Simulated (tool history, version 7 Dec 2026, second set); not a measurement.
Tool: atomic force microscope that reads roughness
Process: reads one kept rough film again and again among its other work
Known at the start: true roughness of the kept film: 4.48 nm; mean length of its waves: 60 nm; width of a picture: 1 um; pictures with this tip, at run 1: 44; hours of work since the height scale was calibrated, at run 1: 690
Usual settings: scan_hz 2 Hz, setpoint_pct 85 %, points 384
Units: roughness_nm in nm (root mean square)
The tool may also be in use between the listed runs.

run	hour	scan_hz	setpoint_pct	points	pictures with this tip	hours of work since the height scale was calibrated	roughness_nm
1	0	2	85	384	44	690	3.68
# hour 19: new tip fitted
2	20.6	2	85	384	4	704	3.827
3	32.5	2	85	384	30	712	3.767
4	53.3	2	85	384	77	727	3.567
# hour 58.9: new tip fitted
5	68.8	2	85	384	22	737	3.785
6	88.6	2	85	384	66	751	3.641
# hour 96.9: new tip fitted
7	102.1	2	85	384	11	760	3.795
8	114.9	2	85	364	40	768	3.643
9	127.6	2	85	364	68	777	3.601
# hour 135.5: new tip fitted
10	139.3	2	79	364	8	785	3.93
11	165.9	2	85	384	67	803	3.603
# hour 174.2: new tip fitted
12	186.8	2	85	384	28	817	3.757
13	198.5	2	85	384	54	825	3.617
14	210.4	1.01	85	384	81	834	3.785
# hour 212.3: new tip fitted
15	224	1.01	85	384	26	843	3.958
16	234.8	1.01	85	384	50	850	3.855
# hour 251: new tip fitted
17	259.3	2	85	384	18	867	3.797
# hour 261.4: height scale calibrated on a step standard
18	285.3	1.02	85	384	74	16	3.79
# hour 291.5: new tip fitted
19	310.5	1.02	85	384	42	33	3.883
20	327.2	0.9	85	454	80	45	3.795
# hour 331: new tip fitted
21	338.8	2.88	75	579	17	53	3.803
22	362.4	2.88	75	579	70	69	3.625
# hour 368.8: height scale calibrated on a step standard, once more
# hour 371.4: new tip fitted
23	376.9	0.8	85	384	12	5	4.104
24	399.5	2	85	687	62	21	3.651
# hour 410.2: new tip fitted
25	426.8	2	85	687	37	39	3.772
26	442.9	2	71	670	73	50	3.815
# hour 449.1: new tip fitted
27	469.4	2	71	670	45	68	3.954
28	486.5	2.83	63	670	83	80	3.808
# hour 488.8: new tip fitted
29	512.5	2	63	314	53	98	3.981
30	523.6	2	63	314	78	105	3.894
# hour 526.8: new tip fitted
31	535.3	2	63	314	19	113	4.15
32	556.7	2.25	63	314	67	128	3.909
# hour 565.6: new tip fitted
33	577	1.19	85	638	26	141	3.956
34	601.1	0.53	81	638	80	158	3.922
# hour 603.6: new tip fitted
35	617.7	0.5	81	263	31	169	4.128

5 ways to go on from here, each from the tool as it stands after run 35. What would each give?
A	635.8	0.93	81	263	72	182	?
B	635.8	0.5	89	878	72	182	?
C	635.8	2.17	67	724	72	182	?
D	635.8	2	88	384	72	182	?
E	635.8	2	84	288	72	182	?

run	roughness_nm
A	3.892
B	3.954
C	3.895
D	3.587
E	3.673
Without the tool's hidden state the same runs would have given:
run	roughness_nm
A	4.158
B	4.224
C	4.162
D	3.832
E	3.924

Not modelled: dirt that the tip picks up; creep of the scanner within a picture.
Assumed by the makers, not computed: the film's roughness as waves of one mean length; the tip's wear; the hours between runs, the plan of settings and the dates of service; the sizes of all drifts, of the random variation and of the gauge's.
